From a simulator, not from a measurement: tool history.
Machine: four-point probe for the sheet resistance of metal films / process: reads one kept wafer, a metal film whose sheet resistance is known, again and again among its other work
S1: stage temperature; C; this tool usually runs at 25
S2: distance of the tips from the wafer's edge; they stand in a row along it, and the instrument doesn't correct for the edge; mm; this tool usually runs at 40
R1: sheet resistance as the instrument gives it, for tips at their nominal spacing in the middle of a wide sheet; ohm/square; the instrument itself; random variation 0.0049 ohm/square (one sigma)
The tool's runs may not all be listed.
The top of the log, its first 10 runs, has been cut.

{"run": 11, "hour": 482.1, "S1": 25, "S2": 7, "R1": 24.760363}
{"run": 12, "hour": 530.6, "S1": 25, "S2": 7, "R1": 24.769662}
{"run": 13, "hour": 572.4, "S1": 25, "S2": 40, "R1": 24.660693}
{"run": 14, "hour": 604.5, "S1": 25, "S2": 40, "R1": 24.660867}
{"run": 15, "hour": 632.0, "S1": 25, "S2": 40, "R1": 24.660958}
{"run": 16, "hour": 686.7, "S1": 25, "S2": 40, "R1": 24.666855}
{"run": 17, "hour": 740.8, "S1": 31, "S2": 40, "R1": 24.546959}
{"run": 18, "hour": 793.5, "S1": 31, "S2": 40, "R1": 24.542178}
{"run": 19, "hour": 838.8, "S1": 21, "S2": 40, "R1": 24.748485}
{"run": 20, "hour": 896.5, "S1": 21, "S2": 40, "R1": 24.754344}
{"run": 21, "hour": 950.4, "S1": 21, "S2": 40, "R1": 24.755965}
{"run": 22, "hour": 1003.0, "S1": 21, "S2": 40, "R1": 24.741779}

What will run 23 give?
{"run": 23, "hour": 1049.3, "S1": 21, "S2": 40, "R1": "?"}

{"run 23": {"R1": 24.745887}}
Were there no unlogged condition in the tool, this run, its random variation unchanged, would have produced R1 24.744502 ohm/square.
